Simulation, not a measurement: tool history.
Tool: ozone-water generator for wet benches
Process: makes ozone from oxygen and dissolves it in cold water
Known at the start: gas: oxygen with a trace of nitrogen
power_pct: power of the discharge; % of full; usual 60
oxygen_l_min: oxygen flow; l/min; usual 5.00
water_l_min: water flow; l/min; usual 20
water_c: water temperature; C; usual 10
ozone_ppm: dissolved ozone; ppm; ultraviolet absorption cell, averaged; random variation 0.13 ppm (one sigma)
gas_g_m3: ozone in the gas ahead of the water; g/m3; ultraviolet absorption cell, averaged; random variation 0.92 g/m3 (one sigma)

Run 1, hour 0.0: usual settings. Result: ozone_ppm 12.9 ppm, gas_g_m3 152.7 g/m3.
Run 2, hour 33.7: usual settings. Result: ozone_ppm 12.7 ppm, gas_g_m3 153.8 g/m3.
Run 3, hour 81.3: usual settings. Result: ozone_ppm 12.7 ppm, gas_g_m3 151.6 g/m3.
Run 4, hour 132.2: usual settings. Result: ozone_ppm 12.7 ppm, gas_g_m3 152.5 g/m3.
Run 5, hour 167.5: usual settings. Result: ozone_ppm 12.8 ppm, gas_g_m3 151.8 g/m3.
Run 6, hour 216.4: usual settings. Result: ozone_ppm 13.1 ppm, gas_g_m3 154.2 g/m3.
Run 7, hour 274.7: usual settings but water_l_min 17 l/min. Result: ozone_ppm 15.2 ppm, gas_g_m3 154.8 g/m3.
Run 8, hour 333.4: usual settings but power_pct 46 % of full. Result: ozone_ppm 10.3 ppm, gas_g_m3 121.9 g/m3.
Run 9, hour 369.2: usual settings but power_pct 46 % of full. Result: ozone_ppm 10.2 ppm, gas_g_m3 123.0 g/m3.
Run 10, hour 418.5: usual settings but power_pct 46 % of full. Result: ozone_ppm 10.1 ppm, gas_g_m3 122.6 g/m3.
Run 11, hour 448.8: usual settings but power_pct 46 % of full. Result: ozone_ppm 10.1 ppm, gas_g_m3 122.7 g/m3.
Run 12, hour 486.8: usual settings but power_pct 46 % of full. Result: ozone_ppm 10.2 ppm, gas_g_m3 123.4 g/m3.
Run 13, hour 543.2: usual settings but power_pct 46 % of full, water_c 14 C. Result: ozone_ppm 9.6 ppm, gas_g_m3 122.9 g/m3.
Run 14, hour 570.8: usual settings but power_pct 46 % of full, water_c 14 C. Result: ozone_ppm 9.7 ppm, gas_g_m3 121.9 g/m3.
Run 15, hour 629.2: usual settings but power_pct 46 % of full, water_c 14 C. Result: ozone_ppm 9.7 ppm, gas_g_m3 122.6 g/m3.
At hour 658.5: water thermometer calibrated.
Run 16, hour 672.6: usual settings but power_pct 51 % of full, water_c 15 C. Result: ozone_ppm 10.3 ppm, gas_g_m3 132.6 g/m3.
Run 17, hour 729.6: usual settings but power_pct 64 % of full, oxygen_l_min 5.11 l/min, water_l_min 19 l/min, water_c 14 C. Result: ozone_ppm 13.1 ppm, gas_g_m3 157.9 g/m3.
Run 18, hour 787.9: usual settings but power_pct 64 % of full, oxygen_l_min 5.11 l/min, water_l_min 19 l/min, water_c 14 C. Result: ozone_ppm 13.2 ppm, gas_g_m3 158.7 g/m3.
Run 19, hour 840.2: usual settings but power_pct 64 % of full, oxygen_l_min 5.11 l/min, water_l_min 19 l/min, water_c 14 C. Result: ozone_ppm 13.3 ppm, gas_g_m3 156.1 g/m3.
Run 20, hour 878.0: usual settings but power_pct 73 % of full, oxygen_l_min 3.28 l/min, water_l_min 12 l/min, water_c 9 C. Result: ozone_ppm 26.9 ppm, gas_g_m3 238.3 g/m3.
Run 21, hour 915.3: usual settings but power_pct 73 % of full, oxygen_l_min 3.28 l/min, water_l_min 12 l/min, water_c 9 C. Result: ozone_ppm 26.9 ppm, gas_g_m3 237.9 g/m3.

Forecast run 22:
Run 22, hour 955.3: usual settings but water_c 7 C. Result: ozone_ppm ?, gas_g_m3 ?.

ozone_ppm: 12.8 ppm
gas_g_m3: 152.5 g/m3
Without the tool's hidden state the same run would have given ozone_ppm 14.4 ppm, gas_g_m3 156.6 g/m3.
